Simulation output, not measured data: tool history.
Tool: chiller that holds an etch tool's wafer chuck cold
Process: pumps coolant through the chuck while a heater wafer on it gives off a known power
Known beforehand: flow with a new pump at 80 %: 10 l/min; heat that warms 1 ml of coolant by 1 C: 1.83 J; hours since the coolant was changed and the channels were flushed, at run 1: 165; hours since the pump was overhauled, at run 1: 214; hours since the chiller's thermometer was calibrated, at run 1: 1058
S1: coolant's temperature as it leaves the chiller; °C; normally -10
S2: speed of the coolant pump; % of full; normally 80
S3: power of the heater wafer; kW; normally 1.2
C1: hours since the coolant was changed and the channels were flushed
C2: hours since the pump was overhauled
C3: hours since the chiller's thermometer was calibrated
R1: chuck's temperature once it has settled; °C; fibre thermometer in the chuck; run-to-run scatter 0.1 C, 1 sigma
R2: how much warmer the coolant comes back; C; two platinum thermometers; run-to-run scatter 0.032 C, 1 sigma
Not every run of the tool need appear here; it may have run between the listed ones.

run 1 day=0 | S1=-10 S2=80 S3=1.2 | C1=165 C2=214 C3=1058 | R1=-0.9 R2=3.99
run 2 day=4.342 | S1=-10 S2=80 S3=1.2 | C1=269 C2=319 C3=1162 | R1=-0.9 R2=4.02
run 3 day=12.371 | S1=-10 S2=80 S3=1.2 | C1=462 C2=511 C3=1355 | R1=-0.8 R2=4.08
run 4 day=20.196 | S1=-10 S2=80 S3=1.2 | C1=650 C2=699 C3=1543 | R1=-0.8 R2=4.01
run 5 day=27.246 | S1=-10 S2=79 S3=1.2 | C1=819 C2=868 C3=1712 | R1=-0.7 R2=4.05
run 6 day=31.221 | S1=-10 S2=92 S3=1.2 | C1=914 C2=964 C3=1807 | R1=-1.8 R2=3.46
run 7 day=38.921 | S1=-10 S2=92 S3=1.2 | C1=1099 C2=1148 C3=1992 | R1=-1.6 R2=3.46
run 8 day=46.704 | S1=-3 S2=92 S3=1.2 | C1=1286 C2=1335 C3=2179 | R1=5.5 R2=3.52
run 9 day=54.629 | S1=-6 S2=92 S3=1.2 | C1=1476 C2=1525 C3=2369 | R1=2.4 R2=3.49
run 10 day=60.971 | S1=-6 S2=92 S3=1.2 | C1=1628 C2=1678 C3=2521 | R1=2.4 R2=3.5
run 11 day=67.212 | S1=-10 S2=89 S3=1.2 | C1=1778 C2=1827 C3=2671 | R1=-1.3 R2=3.65
run 12 day=75.225 | S1=0 S2=89 S3=1.2 | C1=1970 C2=2020 C3=2863 | R1=8.9 R2=3.64
run 13 day=82.792 | S1=-10 S2=80 S3=1.2 | C1=2152 C2=2201 C3=3045 | R1=0 R2=4.14
run 14 day=87.817 | S1=-10 S2=80 S3=1.2 | C1=2273 C2=2322 C3=3166 | R1=0.1 R2=4.17
run 15 day=93.667 | S1=-10 S2=80 S3=1.2 | C1=2413 C2=2462 C3=3306 | R1=0.2 R2=4.16
run 16 day=102.496 | S1=-10 S2=80 S3=1.2 | C1=2625 C2=2674 C3=3518 | R1=0.1 R2=4.13
run 17 day=106.579 | S1=-10 S2=80 S3=1.2 | C1=2723 C2=2772 C3=3616 | R1=0.1 R2=4.15
run 18 day=110.504 | S1=-10 S2=83 S3=1.251 | C1=2817 C2=2866 C3=3710 | R1=0.5 R2=4.27
-- day=113.217 chiller's thermometer calibrated
run 19 day=116.875 | S1=-10 S2=77 S3=0.826 | C1=2969 C2=3018 C3=88 | R1=-2.4 R2=3
run 20 day=122.575 | S1=-10 S2=63 S3=0.632 | C1=3106 C2=3155 C3=225 | R1=-3 R2=2.87
run 21 day=126.917 | S1=-6 S2=84 S3=0.692 | C1=3210 C2=3259 C3=329 | R1=-0.3 R2=2.29
run 22 day=132.525 | S1=-6 S2=84 S3=0.692 | C1=3345 C2=3394 C3=463 | R1=-0.1 R2=2.32
run 23 day=138.946 | S1=-6 S2=84 S3=0.692 | C1=3499 C2=3548 C3=618 | R1=-0.3 R2=2.29
run 24 day=143.392 | S1=-6 S2=84 S3=0.692 | C1=3605 C2=3655 C3=724 | R1=0 R2=2.3
run 25 day=149.917 | S1=-1 S2=80 S3=0.71 | C1=3762 C2=3811 C3=881 | R1=5.5 R2=2.51
run 26 day=154.188 | S1=-9 S2=99 S3=0.926 | C1=3864 C2=3914 C3=983 | R1=-1.9 R2=2.64
run 27 day=159.117 | S1=-13 S2=99 S3=0.701 | C1=3983 C2=4032 C3=1102 | R1=-7.6 R2=2.03
run 28 day=164.096 | S1=-13 S2=99 S3=0.701 | C1=4102 C2=4152 C3=1221 | R1=-7.6 R2=1.98
run 29 day=172.808 | S1=-10 S2=72 S3=0.933 | C1=4311 C2=4361 C3=1430 | R1=-0.4 R2=3.73
run 30 day=177.783 | S1=-2 S2=64 S3=1.123 | C1=4431 C2=4480 C3=1550 | R1=11.2 R2=5.19
-- day=182.921 coolant pump overhauled
run 31 day=187.233 | S1=-10 S2=80 S3=0.751 | C1=4653 C2=103 C3=1771 | R1=-3.3 R2=2.5

Entry by entry between the runs, the difference in hidden state between the last listed run before and the first listed run after:
After run 18, before run 19: chiller's thermometer calibrated (day 113.217)
  heat passed by the chuck's channels, % of clean ones': 87.2 -> 86.6; flow at a given pump speed, % of a new pump's: 93.9 -> 93.6; coolant's true temperature over the reading, C: -0.27 -> -0.02
  measured less the result without the state, R1: +1.3 -> +1.1 °C; R2: +0.25 -> +0.19 C
After run 30, before run 31: coolant pump overhauled (day 182.921)
  heat passed by the chuck's channels, % of clean ones': 80.3 -> 79.4; flow at a given pump speed, % of a new pump's: 90.6 -> 98.8; coolant's true temperature over the reading, C: -0.14 -> -0.16
  measured less the result without the state, R1: +2.8 -> +1 °C; R2: +0.49 -> +0.03 C
